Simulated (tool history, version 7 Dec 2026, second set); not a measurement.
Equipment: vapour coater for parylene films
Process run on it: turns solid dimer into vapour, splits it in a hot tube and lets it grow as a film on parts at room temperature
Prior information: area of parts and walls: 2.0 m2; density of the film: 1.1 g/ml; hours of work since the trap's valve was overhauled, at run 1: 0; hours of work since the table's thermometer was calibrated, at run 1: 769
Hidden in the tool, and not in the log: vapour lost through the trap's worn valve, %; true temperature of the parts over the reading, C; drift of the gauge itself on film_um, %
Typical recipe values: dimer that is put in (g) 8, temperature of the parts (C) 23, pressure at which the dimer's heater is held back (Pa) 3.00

| run | hour | dimer that is put in (g) | temperature of the parts (C) | pressure at which the dimer's heater is held back (Pa) | hours of work since the trap's valve was overhauled | hours of work since the table's thermometer was calibrated | thickness of the film (µm) |
|---|---|---|---|---|---|---|---|
| 1 | 0.0 | 8 | 23 | 3.00 | 0 | 769 | 2.77 |
| 2 | 45.0 | 8 | 23 | 3.00 | 32 | 800 | 2.80 |
| 3 | 80.7 | 8 | 23 | 3.00 | 57 | 825 | 2.79 |
| 4 | 139.2 | 8 | 23 | 3.00 | 98 | 866 | 2.81 |
| 5 | 163.6 | 5 | 23 | 3.00 | 115 | 883 | 1.76 |
| 6 | 215.2 | 5 | 23 | 3.00 | 151 | 920 | 1.75 |
| 7 | 271.4 | 5 | 23 | 3.00 | 190 | 959 | 1.74 |
| 8 | 295.7 | 11 | 23 | 3.00 | 207 | 976 | 3.87 |
|  | 306.2 | table's thermometer calibrated |
| 9 | 340.0 | 11 | 23 | 3.00 | 237 | 24 | 3.87 |
| 10 | 377.5 | 8 | 23 | 3.00 | 264 | 50 | 2.80 |
| 11 | 430.6 | 8 | 23 | 3.00 | 301 | 87 | 2.80 |
| 12 | 468.8 | 8 | 23 | 3.00 | 328 | 114 | 2.79 |
| 13 | 503.1 | 7 | 23 | 3.00 | 352 | 138 | 2.45 |
| 14 | 542.6 | 7 | 23 | 3.00 | 379 | 166 | 2.45 |
| 15 | 582.9 | 7 | 23 | 3.00 | 408 | 194 | 2.47 |
| 16 | 640.8 | 7 | 23 | 3.00 | 448 | 234 | 2.47 |
| 17 | 679.5 | 5 | 23 | 3.00 | 475 | 262 | 1.75 |
| 18 | 727.8 | 6 | 24 | 9.15 | 509 | 295 | 1.88 |
| 19 | 783.7 | 13 | 23 | 3.00 | 548 | 334 | 4.60 |
|  | 799.3 | trap's valve overhauled |
| 20 | 819.3 | 8 | 23 | 11.31 | 14 | 357 | 2.54 |
| 21 | 857.3 | 8 | 19 | 11.31 | 41 | 383 | 2.89 |
| 22 | 897.1 | 8 | 23 | 11.31 | 69 | 411 | 2.55 |
| 23 | 927.0 | 9 | 23 | 3.00 | 89 | 432 | 3.20 |
| 24 | 971.1 | 5 | 23 | 5.50 | 120 | 463 | 1.68 |
| 25 | 999.2 | 12 | 31 | 5.19 | 140 | 483 | 3.22 |

Had the tool no unlogged condition, and each run kept its random variation, what would the results have been?
| run | thickness of the film (µm) |
|---|---|
| 1 | 2.77 |
| 2 | 2.80 |
| 3 | 2.78 |
| 4 | 2.80 |
| 5 | 1.75 |
| 6 | 1.74 |
| 7 | 1.73 |
| 8 | 3.85 |
| 9 | 3.85 |
| 10 | 2.78 |
| 11 | 2.78 |
| 12 | 2.77 |
| 13 | 2.43 |
| 14 | 2.43 |
| 15 | 2.45 |
| 16 | 2.44 |
| 17 | 1.73 |
| 18 | 1.86 |
| 19 | 4.55 |
| 20 | 2.50 |
| 21 | 2.85 |
| 22 | 2.51 |
| 23 | 3.15 |
| 24 | 1.65 |
| 25 | 3.17 |
